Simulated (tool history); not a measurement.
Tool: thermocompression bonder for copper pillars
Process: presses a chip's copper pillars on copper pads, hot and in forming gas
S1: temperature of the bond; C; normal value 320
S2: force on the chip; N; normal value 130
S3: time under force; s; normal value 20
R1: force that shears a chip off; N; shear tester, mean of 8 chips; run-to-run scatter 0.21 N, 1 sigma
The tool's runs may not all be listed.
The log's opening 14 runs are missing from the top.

{"run": 15, "hour": 486.3, "S1": 320, "S2": 100, "S3": 20, "R1": 41.4}
{"run": 16, "hour": 520.8, "S1": 320, "S2": 100, "S3": 20, "R1": 41.5}
{"run": 17, "hour": 571.7, "S1": 320, "S2": 100, "S3": 20, "R1": 41.2}
{"run": 18, "hour": 593.9, "S1": 320, "S2": 100, "S3": 20, "R1": 41.4}
{"run": 19, "hour": 627.9, "S1": 320, "S2": 100, "S3": 20, "R1": 41.1}
{"run": 20, "hour": 659.9, "S1": 320, "S2": 100, "S3": 20, "R1": 41.1}
{"run": 21, "hour": 687.5, "S1": 291, "S2": 185, "S3": 20, "R1": 39.2}
{"run": 22, "hour": 730.0, "S1": 320, "S2": 97, "S3": 48, "R1": 55.1}
{"run": 23, "hour": 752.8, "S1": 337, "S2": 97, "S3": 59, "R1": 69.4}
{"run": 24, "hour": 799.9, "S1": 308, "S2": 130, "S3": 20, "R1": 40.4}
{"run": 25, "hour": 838.2, "S1": 330, "S2": 100, "S3": 20, "R1": 46.4}
{"run": 26, "hour": 883.8, "S1": 346, "S2": 93, "S3": 36, "R1": 64.4}
{"run": 27, "hour": 907.6, "S1": 342, "S2": 185, "S3": 50, "R1": 85.6}
{"run": 28, "hour": 949.3, "S1": 342, "S2": 185, "S3": 50, "R1": 84.7}
{"run": 29, "hour": 976.7, "S1": 342, "S2": 185, "S3": 50, "R1": 84.6}
{"run": 30, "hour": 1010.9, "S1": 293, "S2": 139, "S3": 33, "R1": 41.2}
{"hour": 1019.4, "done": "force cell calibrated"}
{"run": 31, "hour": 1060.0, "S1": 308, "S2": 187, "S3": 33, "R1": 56.4}
{"run": 32, "hour": 1110.1, "S1": 308, "S2": 187, "S3": 33, "R1": 56.4}
{"run": 33, "hour": 1146.2, "S1": 308, "S2": 187, "S3": 33, "R1": 56}
{"run": 34, "hour": 1177.8, "S1": 343, "S2": 138, "S3": 22, "R1": 62}
{"hour": 1206.7, "done": "forming gas filter changed"}
{"run": 35, "hour": 1216.3, "S1": 343, "S2": 87, "S3": 57, "R1": 71}
{"run": 36, "hour": 1267.9, "S1": 330, "S2": 80, "S3": 43, "R1": 54.6}
{"run": 37, "hour": 1296.8, "S1": 298, "S2": 130, "S3": 40, "R1": 46.9}
{"run": 38, "hour": 1344.9, "S1": 336, "S2": 130, "S3": 19, "R1": 57}
{"run": 39, "hour": 1381.6, "S1": 320, "S2": 80, "S3": 53, "R1": 52}

Predict each of these 3 candidate next runs independently; none follows another, all start after run 39:
{"run": "A", "hour": 1433.2, "S1": 349, "S2": 92, "S3": 24, "R1": "?"}
{"run": "B", "hour": 1433.2, "S1": 344, "S2": 80, "S3": 41, "R1": "?"}
{"run": "C", "hour": 1433.2, "S1": 343, "S2": 80, "S3": 36, "R1": "?"}

run=A R1=59.3
run=B R1=62.1
run=C R1=59
Had the tool no hidden state, the same runs would have come out as:
run=A R1=56.2
run=B R1=59.1
run=C R1=55.9
